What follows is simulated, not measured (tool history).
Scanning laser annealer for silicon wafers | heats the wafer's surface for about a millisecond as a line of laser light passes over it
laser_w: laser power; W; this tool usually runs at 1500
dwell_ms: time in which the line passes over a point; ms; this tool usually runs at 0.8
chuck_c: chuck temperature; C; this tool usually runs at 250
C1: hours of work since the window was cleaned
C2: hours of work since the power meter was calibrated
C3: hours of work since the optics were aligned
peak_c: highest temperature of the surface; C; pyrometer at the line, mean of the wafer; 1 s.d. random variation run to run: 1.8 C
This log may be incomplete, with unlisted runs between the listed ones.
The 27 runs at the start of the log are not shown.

Run 28, hour 1905.5: usual settings but laser_w 1531 W, dwell_ms 0.773 ms, chuck_c 222 C; C1 140; C2 2021; C3 135. Result: peak_c 938 C.
Run 29, hour 1997.7: usual settings but laser_w 1556 W, dwell_ms 0.761 ms; C1 188; C2 2070; C3 184. Result: peak_c 972 C.
Run 30, hour 2058.4: usual settings but laser_w 1480 W, dwell_ms 0.624 ms, chuck_c 220 C; C1 220; C2 2101; C3 215. Result: peak_c 826 C.
Run 31, hour 2105.8: usual settings but laser_w 1400 W, dwell_ms 0.898 ms, chuck_c 233 C; C1 245; C2 2126; C3 240. Result: peak_c 936 C.
Run 32, hour 2192.1: usual settings but laser_w 1586 W, dwell_ms 0.874 ms; C1 290; C2 2171; C3 286. Result: peak_c 1041 C.
Run 33, hour 2247.7: usual settings but laser_w 1586 W, dwell_ms 0.874 ms; C1 319; C2 2201; C3 315. Result: peak_c 1040 C.
At hour 2261.8: window over the wafer cleaned.
Run 34, hour 2323.4: usual settings but laser_w 1549 W, dwell_ms 0.9 ms, chuck_c 287 C; C1 32; C2 2239; C3 353. Result: peak_c 1087 C.
Run 35, hour 2374.4: usual settings but laser_w 1358 W, dwell_ms 0.9 ms, chuck_c 287 C; C1 59; C2 2266; C3 380. Result: peak_c 975 C.
Run 36, hour 2447.9: usual settings but laser_w 1281 W, dwell_ms 0.99 ms; C1 98; C2 2304; C3 419. Result: peak_c 933 C.
Run 37, hour 2523.2: usual settings but laser_w 1281 W, dwell_ms 0.99 ms; C1 137; C2 2344; C3 458. Result: peak_c 930 C.

Below are 5 alternative next runs, each starting from the tool's condition after run 37. Predict each:
Run A, hour 2599.6: usual settings but chuck_c 274 C; C1 177; C2 2384; C3 498. Result: peak_c ?.
Run B, hour 2599.6: usual settings but laser_w 1426 W, dwell_ms 0.701 ms, chuck_c 247 C; C1 177; C2 2384; C3 498. Result: peak_c ?.
Run C, hour 2599.6: usual settings but laser_w 1552 W, dwell_ms 0.676 ms, chuck_c 238 C; C1 177; C2 2384; C3 498. Result: peak_c ?.
Run D, hour 2599.6: usual settings but laser_w 1425 W, chuck_c 239 C; C1 177; C2 2384; C3 498. Result: peak_c ?.
Run E, hour 2599.6: usual settings but laser_w 1281 W, dwell_ms 0.718 ms; C1 177; C2 2384; C3 498. Result: peak_c ?.

run  peak_c
  A     985
  B     865
  C     904
  D     909
  E     804
Had the tool no hidden state, the same runs would have come out as:
run  peak_c
  A     995
  B     873
  C     913
  D     918
  E     812
